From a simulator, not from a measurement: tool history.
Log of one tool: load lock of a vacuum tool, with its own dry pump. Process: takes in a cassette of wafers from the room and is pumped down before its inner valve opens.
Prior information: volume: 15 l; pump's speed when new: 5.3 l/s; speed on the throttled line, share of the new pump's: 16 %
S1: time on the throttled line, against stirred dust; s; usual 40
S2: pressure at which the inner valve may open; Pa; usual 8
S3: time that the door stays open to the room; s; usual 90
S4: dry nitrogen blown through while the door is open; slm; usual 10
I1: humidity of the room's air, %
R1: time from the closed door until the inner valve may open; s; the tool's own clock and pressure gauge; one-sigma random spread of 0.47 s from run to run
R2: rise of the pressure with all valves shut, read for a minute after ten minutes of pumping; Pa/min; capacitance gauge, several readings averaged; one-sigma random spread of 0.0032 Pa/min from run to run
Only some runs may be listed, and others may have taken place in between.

run      day  S1  S2   S3  S4    I1    R1     R2
  1    0.000  40   8   90  10  44.3  65.4  0.121
       5.150  -- dry pump taken out, an overhauled one fitted
  2   11.942  40   8   90  10  42.4  59.9  0.121
  3   19.788  40   8   90  10  44.3  60.7  0.126
  4   30.712  40   8   90  10  44.8  61.5  0.131
  5   41.404  40   8   90  10  45.8  60.2  0.132
  6   48.808  40   7   90  10  44.7  60.6  0.127
  7   56.175  24   8   90  10  43.0  47.8  0.129
  8   62.246  40   8   90  32  46.5  60.6  0.096
  9   75.600  40   8   90  10  44.2  60.2  0.132
 10   83.325  60   8   90  10  45.0  77.4  0.131
 11   92.183  60   8   90  10  46.1  76.9  0.136
 12  101.242  60  10   90  10  45.1  76.1  0.131
 13  113.742  60  10   90  10  43.3  77.8  0.127
 14  126.696  60  10   90  10  45.7  77.2  0.135
 15  137.858  60  10   90  10  43.9  78.6  0.130
 16  143.904  27   8   90  10  42.5  51.1  0.125
 17  149.625  27   8   90  10  46.4  51.1  0.142
 18  156.446  27   8   90  10  47.2  50.7  0.140
 19  169.129  27   8   90  10  47.2  51.1  0.143
 20  181.558  27   8   90  10  42.5  51.0  0.127
 21  193.550  80   8   90  10  45.0  96.4  0.143
 22  199.304  52  13   90  38  43.2  70.4  0.092
 23  211.858  78   9   90  10  48.5  93.0  0.148
 24  219.850  40  14   90  28  42.7  60.7  0.100
 25  225.554  40  11   90  10  44.5  61.3  0.136
 26  239.262  40   8   90  20  43.9  62.6  0.116
 27  249.279  38  11   90   6  43.7  60.3  0.155
 28  258.758  28   9   37   6  41.9  52.4  0.089
 29  269.346  28  11   51   6  43.8  51.6  0.111
 30  282.771  28  11   51   6  44.5  51.4  0.109
 31  290.950  28  11   51   6  42.3  51.9  0.111
 32  296.971  40   8   38   5  45.2  62.8  0.099
 33  307.725  40   8   38   5  46.0  63.1  0.097
 34  321.167  40   8   38   5  43.7  63.3  0.101
 35  331.188  40   8   38   5  42.7  63.7  0.103
 36  340.392  40   8   38   5  45.1  64.5  0.110
 37  351.829  27  10  165  20  49.5  53.2  0.184

Below are 3 alternative next runs, each starting from the tool's condition after run 37. Predict each:
  A  359.975  20   8   90  10  46.1   ?   ?
  B  359.975  78  13  165  20  48.2   ?   ?
  C  359.975  27  11   49  20  45.4   ?   ?

run    R1     R2
  A  47.5  0.152
  B  92.7  0.183
  C  52.0  0.096
What these runs would have given with no unlogged condition in the tool:
run    R1     R2
  A  43.4  0.128
  B  90.4  0.159
  C  48.2  0.073
